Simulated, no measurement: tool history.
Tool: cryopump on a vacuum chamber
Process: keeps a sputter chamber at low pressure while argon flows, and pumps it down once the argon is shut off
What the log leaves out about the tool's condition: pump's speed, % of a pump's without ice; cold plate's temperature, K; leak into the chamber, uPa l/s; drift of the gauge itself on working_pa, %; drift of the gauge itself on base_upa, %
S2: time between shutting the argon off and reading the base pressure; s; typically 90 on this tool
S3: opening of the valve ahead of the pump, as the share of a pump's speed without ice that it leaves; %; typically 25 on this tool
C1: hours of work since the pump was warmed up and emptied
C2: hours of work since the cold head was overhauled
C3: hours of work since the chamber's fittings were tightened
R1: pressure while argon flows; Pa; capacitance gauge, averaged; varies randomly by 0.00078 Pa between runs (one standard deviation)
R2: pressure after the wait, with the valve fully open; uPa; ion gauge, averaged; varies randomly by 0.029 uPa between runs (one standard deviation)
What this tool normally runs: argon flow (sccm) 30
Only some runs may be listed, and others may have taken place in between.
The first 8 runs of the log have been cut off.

Run 9, day 4.45: usual settings; C1 276; C2 276; C3 825. Result: R1 0.1481 Pa, R2 2.91 uPa.
Run 10, day 5.279: usual settings; C1 290; C2 290; C3 839. Result: R1 0.1487 Pa, R2 2.88 uPa.
Run 11, day 5.7: usual settings; C1 297; C2 297; C3 846. Result: R1 0.15 Pa, R2 2.89 uPa.
Run 12, day 6.533: usual settings; C1 311; C2 311; C3 860. Result: R1 0.1504 Pa, R2 2.94 uPa.
Run 13, day 7.162: usual settings; C1 322; C2 322; C3 870. Result: R1 0.1493 Pa, R2 2.93 uPa.
Run 14, day 7.596: usual settings but argon flow (sccm) 14; C1 329; C2 329; C3 878. Result: R1 0.0692 Pa, R2 2.89 uPa.
Run 15, day 8.329: usual settings but argon flow (sccm) 42; C1 341; C2 341; C3 890. Result: R1 0.2092 Pa, R2 3.02 uPa.
Run 16, day 9.079: usual settings but argon flow (sccm) 42; C1 354; C2 354; C3 903. Result: R1 0.2095 Pa, R2 3.06 uPa.
Run 17, day 9.683: usual settings but argon flow (sccm) 42; C1 364; C2 364; C3 913. Result: R1 0.2095 Pa, R2 3.02 uPa.
Run 18, day 10.071: usual settings but argon flow (sccm) 42, S2 52 s, S3 41 %; C1 370; C2 370; C3 919. Result: R1 0.1284 Pa, R2 3.87 uPa.
Run 19, day 10.833: usual settings but argon flow (sccm) 51, S2 227 s, S3 17 %; C1 383; C2 383; C3 932. Result: R1 0.3753 Pa, R2 2.37 uPa.
Run 20, day 11.304: usual settings but argon flow (sccm) 40, S2 54 s, S3 22 %; C1 391; C2 391; C3 940. Result: R1 0.2255 Pa, R2 3.75 uPa.
Run 21, day 12.129: usual settings but argon flow (sccm) 40, S2 54 s, S3 22 %; C1 405; C2 405; C3 954. Result: R1 0.2267 Pa, R2 3.89 uPa.
Run 22, day 12.729: usual settings but S2 22 s, S3 18 %; C1 415; C2 415; C3 964. Result: R1 0.2072 Pa, R2 6.47 uPa.
Run 23, day 13.304: usual settings but S2 22 s, S3 18 %; C1 425; C2 425; C3 974. Result: R1 0.2079 Pa, R2 6.51 uPa.
Run 24, day 13.717: usual settings but S2 22 s, S3 18 %; C1 432; C2 432; C3 981. Result: R1 0.2071 Pa, R2 6.61 uPa.

Expected results for the next run?
Run 25, day 14.133: usual settings but S2 82 s, S3 54 %; C1 439; C2 439; C3 988. Result: R1 ?, R2 ?.

R1: 0.0699 Pa
R2: 3.31 uPa
Take away the tool's hidden state, keep the run-to-run variation as it was, and the same run would have given R1 0.0677 Pa, R2 1.48 uPa.
